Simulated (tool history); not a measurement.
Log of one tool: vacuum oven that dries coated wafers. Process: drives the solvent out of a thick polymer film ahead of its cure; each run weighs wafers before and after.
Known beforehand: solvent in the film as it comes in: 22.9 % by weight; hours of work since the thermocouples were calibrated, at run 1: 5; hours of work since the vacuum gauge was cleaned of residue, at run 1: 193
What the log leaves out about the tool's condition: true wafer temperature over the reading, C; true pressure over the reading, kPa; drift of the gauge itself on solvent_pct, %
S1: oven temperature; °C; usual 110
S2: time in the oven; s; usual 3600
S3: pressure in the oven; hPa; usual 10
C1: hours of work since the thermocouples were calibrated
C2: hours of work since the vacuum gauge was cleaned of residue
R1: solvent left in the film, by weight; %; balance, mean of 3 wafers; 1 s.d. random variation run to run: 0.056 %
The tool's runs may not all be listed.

run    hour   S1    S2    S3   C1    C2    R1
  1       0  110  3600    10    5   193  2.57
  2    83.9  110  3600    10   48   236   2.4
  3   174.2  110  5940    10   95   283  1.42
  4   242.6  110  5940    10  131   319  1.33
  5   293.9  110  5940    10  157   345  1.27
  6   368.4  110  5940    10  196   384  1.25
  7   466.8  110  5940    10  247   435  1.45
  8   511.8  110  5940    10  271   459  1.26
  9   599.7  110  3600   5.3  316   504     2
 10   646.7  102  3600    10  341   529  5.21
 11   730.3  102  3600    10  384   572  5.24
 12   808.6  110  3600    10  425   613  2.38
 13   891.7  110  3600    10  468   656  2.47
 14   976.7  110  3600    10  512   700  2.52
 15  1072.4  119  3720   5.4  562   750  0.65
 16  1168.4   97  5460  13.6  611   799  5.67
 17  1226.5   97  5460  13.4  642   830  5.51
 18  1322.3  110  3600   6.9  691   879  2.19
 19  1426.9  117  4980    16  746   934  1.32
 20  1520.6  117  4980    16  794   982  1.58
 21  1612.4  107  3840  10.6  842  1030  3.11
     1705.7  -- oven's thermocouples calibrated
 22  1721.7  118  2700  10.6    8  1086  1.77
 23  1814.5  118  6060  24.1   57  1134  1.95
 24  1917.1  108  3840  32.7  110  1187  5.19
 25  1982.4  115  5160   6.3  144  1221   0.7
 26  2035.5  110  2760  14.4  171  1249  3.99
     2071.6  -- vacuum gauge cleaned of residue and calibrated
 27    2093  109  3600    10  200    11  2.63

Branching from run 27: 5 alternative next runs. What would each branch give?
  A  2143.6  108  5160  18.2  227  37   ?
  B  2143.6  109  3600  27.5  227  37   ?
  C  2143.6  115  3600    10  227  37   ?
  D  2143.6  101  2580     9  227  37   ?
  E  2143.6  104  4080    10  227  37   ?

run    R1
  A  2.78
  B  4.45
  C  1.55
  D  7.65
  E  3.74
Had the tool no hidden state, the same runs would have come out as:
run    R1
  A  2.78
  B  4.45
  C  1.55
  D  7.65
  E  3.74

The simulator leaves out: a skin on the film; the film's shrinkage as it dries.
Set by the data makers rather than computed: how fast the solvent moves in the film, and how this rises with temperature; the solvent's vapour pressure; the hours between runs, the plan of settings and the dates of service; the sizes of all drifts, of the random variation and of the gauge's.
